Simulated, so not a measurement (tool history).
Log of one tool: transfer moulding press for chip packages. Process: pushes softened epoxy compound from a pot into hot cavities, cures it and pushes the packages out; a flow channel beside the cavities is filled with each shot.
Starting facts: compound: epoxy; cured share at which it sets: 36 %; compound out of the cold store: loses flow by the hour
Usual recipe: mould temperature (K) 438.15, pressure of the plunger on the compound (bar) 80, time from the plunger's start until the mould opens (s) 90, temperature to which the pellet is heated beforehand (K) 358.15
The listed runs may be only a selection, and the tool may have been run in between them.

run   hour  mould temperature (K)  pressure of the plunger on the compound (bar)  time from the plunger's start until the mould opens (s)  temperature to which the pellet is heated beforehand (K)  incoming compound's hours out of the cold store  length that the compound runs in the flow channel (mm)  greatest force on the pins that push the packages out (N)
  1      0                 438.15                                             80                                                       90                                                    358.15                                             16.3                                                     795                                                        343
  2   44.2                 438.15                                           70.6                                                       90                                                    358.15                                             45.8                                                     702                                                        480
      54.6  -- cavities cleaned with cleaning compound and waxed
  3   80.2                 438.15                                           70.6                                                       90                                                    358.15                                               10                                                     756                                                        413
     109.3  -- plunger's sealing rings changed
     123.6  -- cavities cleaned with cleaning compound and waxed
     133.7  -- mould's thermocouples calibrated
  4  141.4                 438.15                                             80                                                       90                                                    358.15                                             17.8                                                     840                                                        351
  5  182.4                 438.15                                             80                                                      115                                                    358.15                                             33.4                                                     799                                                        391
     193.2  -- cavities cleaned with cleaning compound and waxed
  6  231.3                 438.15                                             80                                                      115                                                    358.15                                             38.6                                                     783                                                        327
     257.8  -- cavities cleaned with cleaning compound and waxed
  7  276.3                 438.15                                             80                                                      115                                                    358.15                                             32.3                                                     793                                                        300
  8  307.8                 438.15                                           98.7                                                       90                                                    358.15                                               45                                                     846                                                        448
     324.9  -- cavities cleaned with cleaning compound and waxed
  9  348.4                 438.15                                           98.7                                                       90                                                    358.15                                             22.2                                                     892                                                        400
 10  381.3                 438.15                                           87.4                                                       90                                                    358.15                                             13.2                                                     829                                                        482
     390.7  -- cavities cleaned with cleaning compound and waxed
 11  416.3                 438.15                                           87.4                                                       90                                                    358.15                                             20.6                                                     817                                                        392
     440.8  -- plunger's sealing rings changed
     459.4  -- cavities cleaned with cleaning compound and waxed
 12  475.3                 438.15                                             80                                                       90                                                    358.15                                             25.3                                                     818                                                        361
     525.4  -- cavities cleaned with cleaning compound and waxed
 13  533.6                 438.15                                             80                                                       90                                                    358.15                                             20.2                                                     818                                                        332
 14  573.2                 438.15                                             80                                                       90                                                    358.15                                             47.8                                                     783                                                        451
     591.1  -- cavities cleaned with cleaning compound and waxed
 15  624.8                 438.15                                             80                                                       90                                                    358.15                                             24.4                                                     807                                                        444

What will run 16 give?
     656.2  -- cavities cleaned with cleaning compound and waxed
 16  663.2                 438.15                                             95                                                       90                                                    355.15                                             12.7                                                       ?                                                          ?

Run 16 produced length that the compound runs in the flow channel (mm) 894, greatest force on the pins that push the packages out (N) 353.
With the hidden condition absent and the run-to-run variation left alone, this run would have shown length that the compound runs in the flow channel (mm) 941, greatest force on the pins that push the packages out (N) 301.
